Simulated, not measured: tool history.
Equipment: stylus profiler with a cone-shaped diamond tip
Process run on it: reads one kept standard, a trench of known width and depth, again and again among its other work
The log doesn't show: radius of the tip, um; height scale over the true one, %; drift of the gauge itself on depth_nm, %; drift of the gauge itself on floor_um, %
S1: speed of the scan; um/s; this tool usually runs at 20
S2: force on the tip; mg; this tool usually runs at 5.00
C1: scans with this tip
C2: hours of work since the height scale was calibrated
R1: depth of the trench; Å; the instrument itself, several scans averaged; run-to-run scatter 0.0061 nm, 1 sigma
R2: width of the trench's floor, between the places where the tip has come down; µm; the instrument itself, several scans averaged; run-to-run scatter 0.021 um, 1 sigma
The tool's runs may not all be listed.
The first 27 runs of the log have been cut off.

run,hour,S1,S2,C1,C2,R1,R2
28,1070.3,19,6.16,18014,205,1024.32,18.31
29,1125.5,49,2.03,18352,242,1011.86,18.15
30,1152.0,7,2.03,18514,260,1011.82,18.38
31,1182.3,59,5.69,18699,280,1023.25,18.19
32,1236.2,54,2.00,19029,316,1011.77,18.06
33,1272.9,54,2.00,19253,340,1011.75,18.09
34,1312.2,13,2.00,19494,366,1011.88,18.27
35,1360.2,13,2.00,19787,398,1011.96,18.31
# hour 1392.6: new tip fitted, height scale calibrated
36,1397.3,13,2.00,29,3,1011.60,18.68
37,1456.4,13,2.00,391,42,1011.70,18.67
38,1511.6,13,3.56,729,79,1017.02,18.67
39,1553.9,13,3.56,987,107,1016.97,18.66
40,1602.3,13,3.56,1284,140,1017.07,18.70
41,1633.3,10,3.23,1473,160,1016.09,18.61

5 ways to go on from here, each from the tool as it stands after run 41. What would each give?
A,1676.2,24,9.00,1736,189,?,?
B,1676.2,14,5.00,1736,189,?,?
C,1676.2,8,3.23,1736,189,?,?
D,1676.2,10,10.26,1736,189,?,?
E,1676.2,10,4.90,1736,189,?,?

run,R1,R2
A,1031.59,18.64
B,1021.38,18.67
C,1016.06,18.66
D,1034.40,18.64
E,1021.15,18.67
The same runs, with their run-to-run variation unchanged, on a tool lacking any hidden condition would have given:
run,R1,R2
A,1031.10,18.70
B,1020.90,18.72
C,1015.58,18.72
D,1033.91,18.70
E,1020.67,18.72
